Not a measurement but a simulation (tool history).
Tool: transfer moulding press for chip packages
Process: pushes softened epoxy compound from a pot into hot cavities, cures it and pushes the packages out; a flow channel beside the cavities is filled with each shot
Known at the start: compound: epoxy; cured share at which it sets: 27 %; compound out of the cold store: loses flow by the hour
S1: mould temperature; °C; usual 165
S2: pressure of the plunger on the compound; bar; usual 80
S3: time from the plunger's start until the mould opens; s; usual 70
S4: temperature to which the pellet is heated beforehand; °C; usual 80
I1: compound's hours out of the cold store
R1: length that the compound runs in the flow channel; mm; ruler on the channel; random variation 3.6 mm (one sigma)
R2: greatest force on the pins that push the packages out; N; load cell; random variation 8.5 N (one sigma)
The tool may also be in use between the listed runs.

run	hour	S1	S2	S3	S4	I1	R1	R2
1	0	165	80	70	80	18.6	947	522
# hour 34.8: cavities cleaned with cleaning compound and waxed
2	34.8	165	80	70	80	39.1	883	370
3	68.9	165	80	70	80	46.4	863	555
# hour 85.9: cavities cleaned with cleaning compound and waxed
4	103.1	165	80	70	80	9.5	966	527
# hour 137.2: cavities cleaned with cleaning compound and waxed
5	151.9	165	80	70	80	18	930	511
# hour 189.5: cavities cleaned with cleaning compound and waxed
6	198.2	165	80	70	80	10.9	937	484
# hour 240: cavities cleaned with cleaning compound and waxed
7	242.3	165	80	70	80	11.3	935	412
8	265.1	165	80	70	89	23.4	884	530
# hour 283.4: plunger's sealing rings changed
# hour 294.2: cavities cleaned with cleaning compound and waxed
9	294.2	157	80	70	74	23.5	968	711
10	330.1	157	80	70	74	40.9	904	1084
# hour 345.3: cavities cleaned with cleaning compound and waxed
11	361.2	157	80	70	74	14.1	989	1012
# hour 398.1: cavities cleaned with cleaning compound and waxed
12	404.8	161	80	76	83	44.9	872	453
13	442.7	173	87	104	86	22.4	939	414
# hour 451.2: cavities cleaned with cleaning compound and waxed
14	484.8	165	63.2	70	80	13.6	841	624
# hour 502.7: cavities cleaned with cleaning compound and waxed
15	519.3	165	80	70	87	13.8	948	535
16	549.4	165	80	70	87	24.9	888	637

Forecast each of these 4 alternatives for the next run:
# hour 555.1: cavities cleaned with cleaning compound and waxed
A	576	168	86.4	70	80	8.8	?	?
# hour 555.1: cavities cleaned with cleaning compound and waxed
B	576	165	65.2	70	79	40.7	?	?
# hour 555.1: cavities cleaned with cleaning compound and waxed
C	576	165	80	89	86	21	?	?
# hour 555.1: cavities cleaned with cleaning compound and waxed
D	576	157	80	70	80	9.6	?	?

run	R1	R2
A	981	476
B	759	538
C	907	390
D	963	1093
Without the tool's hidden state the same runs would have given:
run	R1	R2
A	1036	316
B	802	356
C	958	264
D	1018	721
